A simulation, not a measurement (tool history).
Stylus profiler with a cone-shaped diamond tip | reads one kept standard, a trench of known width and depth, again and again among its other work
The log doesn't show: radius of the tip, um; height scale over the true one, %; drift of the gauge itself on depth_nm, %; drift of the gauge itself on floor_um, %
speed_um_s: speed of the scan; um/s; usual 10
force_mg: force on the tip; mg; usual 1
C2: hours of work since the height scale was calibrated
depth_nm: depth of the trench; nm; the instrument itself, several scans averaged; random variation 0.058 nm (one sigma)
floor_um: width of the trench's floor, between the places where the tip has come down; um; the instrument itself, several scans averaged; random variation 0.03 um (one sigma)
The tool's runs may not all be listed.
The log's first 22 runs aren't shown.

{"run": 23, "hour": 422.0, "speed_um_s": 10, "force_mg": 1.25, "scans with this tip": 2782, "C2": 664, "depth_nm": 101.1, "floor_um": 17.64}
{"run": 24, "hour": 445.1, "speed_um_s": 10, "force_mg": 1.25, "scans with this tip": 2829, "C2": 675, "depth_nm": 101.21, "floor_um": 17.59}
{"run": 25, "hour": 459.2, "speed_um_s": 23, "force_mg": 1.56, "scans with this tip": 2858, "C2": 682, "depth_nm": 101.22, "floor_um": 17.56}
{"run": 26, "hour": 479.8, "speed_um_s": 23, "force_mg": 1.56, "scans with this tip": 2900, "C2": 692, "depth_nm": 101.07, "floor_um": 17.61}
{"run": 27, "hour": 500.3, "speed_um_s": 8, "force_mg": 0.98, "scans with this tip": 2942, "C2": 702, "depth_nm": 101.06, "floor_um": 17.65}
{"run": 28, "hour": 521.0, "speed_um_s": 17, "force_mg": 0.94, "scans with this tip": 2984, "C2": 712, "depth_nm": 101.05, "floor_um": 17.6}
{"run": 29, "hour": 535.0, "speed_um_s": 12, "force_mg": 1, "scans with this tip": 3013, "C2": 719, "depth_nm": 101.04, "floor_um": 17.63}
{"run": 30, "hour": 555.1, "speed_um_s": 29, "force_mg": 1.45, "scans with this tip": 3054, "C2": 728, "depth_nm": 101.27, "floor_um": 17.56}
{"run": 31, "hour": 579.0, "speed_um_s": 11, "force_mg": 1.45, "scans with this tip": 3102, "C2": 740, "depth_nm": 101.17, "floor_um": 17.57}
{"run": 32, "hour": 599.0, "speed_um_s": 8, "force_mg": 1.29, "scans with this tip": 3143, "C2": 750, "depth_nm": 101.1, "floor_um": 17.61}
{"run": 33, "hour": 620.2, "speed_um_s": 6, "force_mg": 1.12, "scans with this tip": 3186, "C2": 760, "depth_nm": 101.09, "floor_um": 17.57}
{"run": 34, "hour": 643.2, "speed_um_s": 6, "force_mg": 1.12, "scans with this tip": 3233, "C2": 771, "depth_nm": 101.05, "floor_um": 17.64}
{"run": 35, "hour": 661.9, "speed_um_s": 6, "force_mg": 2.93, "scans with this tip": 3271, "C2": 780, "depth_nm": 101.67, "floor_um": 17.55}
{"run": 36, "hour": 674.9, "speed_um_s": 7, "force_mg": 2.93, "scans with this tip": 3298, "C2": 786, "depth_nm": 101.71, "floor_um": 17.62}
{"run": 37, "hour": 693.6, "speed_um_s": 7, "force_mg": 2.07, "scans with this tip": 3336, "C2": 796, "depth_nm": 101.43, "floor_um": 17.57}
{"run": 38, "hour": 718.1, "speed_um_s": 31, "force_mg": 1.37, "scans with this tip": 3386, "C2": 808, "depth_nm": 101.22, "floor_um": 17.45}
{"run": 39, "hour": 741.8, "speed_um_s": 8, "force_mg": 2.9, "scans with this tip": 3434, "C2": 819, "depth_nm": 101.72, "floor_um": 17.57}
{"run": 40, "hour": 765.7, "speed_um_s": 8, "force_mg": 2.9, "scans with this tip": 3483, "C2": 831, "depth_nm": 101.8, "floor_um": 17.54}
{"run": 41, "hour": 788.9, "speed_um_s": 8, "force_mg": 2.9, "scans with this tip": 3530, "C2": 842, "depth_nm": 101.77, "floor_um": 17.56}
{"run": 42, "hour": 807.3, "speed_um_s": 8, "force_mg": 2.9, "scans with this tip": 3568, "C2": 851, "depth_nm": 101.73, "floor_um": 17.6}
{"run": 43, "hour": 828.7, "speed_um_s": 12, "force_mg": 0.46, "scans with this tip": 3611, "C2": 861, "depth_nm": 100.84, "floor_um": 17.47}
{"run": 44, "hour": 852.1, "speed_um_s": 20, "force_mg": 0.56, "scans with this tip": 3659, "C2": 873, "depth_nm": 100.95, "floor_um": 17.49}
{"run": 45, "hour": 865.9, "speed_um_s": 4, "force_mg": 2.72, "scans with this tip": 3687, "C2": 879, "depth_nm": 101.68, "floor_um": 17.56}
{"run": 46, "hour": 880.1, "speed_um_s": 4, "force_mg": 2.72, "scans with this tip": 3716, "C2": 886, "depth_nm": 101.69, "floor_um": 17.57}
{"run": 47, "hour": 892.3, "speed_um_s": 3, "force_mg": 1.05, "scans with this tip": 3741, "C2": 892, "depth_nm": 101.09, "floor_um": 17.51}

Forecast each of these 3 alternatives for the next run:
{"run": "A", "hour": 914.6, "speed_um_s": 20, "force_mg": 1.05, "scans with this tip": 3786, "C2": 903, "depth_nm": "?", "floor_um": "?"}
{"run": "B", "hour": 914.6, "speed_um_s": 38, "force_mg": 0.39, "scans with this tip": 3786, "C2": 903, "depth_nm": "?", "floor_um": "?"}
{"run": "C", "hour": 914.6, "speed_um_s": 9, "force_mg": 0.62, "scans with this tip": 3786, "C2": 903, "depth_nm": "?", "floor_um": "?"}

run=A depth_nm=101.05 floor_um=17.5
run=B depth_nm=100.75 floor_um=17.35
run=C depth_nm=100.83 floor_um=17.51
Without the tool's hidden state the same runs would have given:
run=A depth_nm=100.6 floor_um=17.97
run=B depth_nm=100.3 floor_um=17.82
run=C depth_nm=100.38 floor_um=17.97
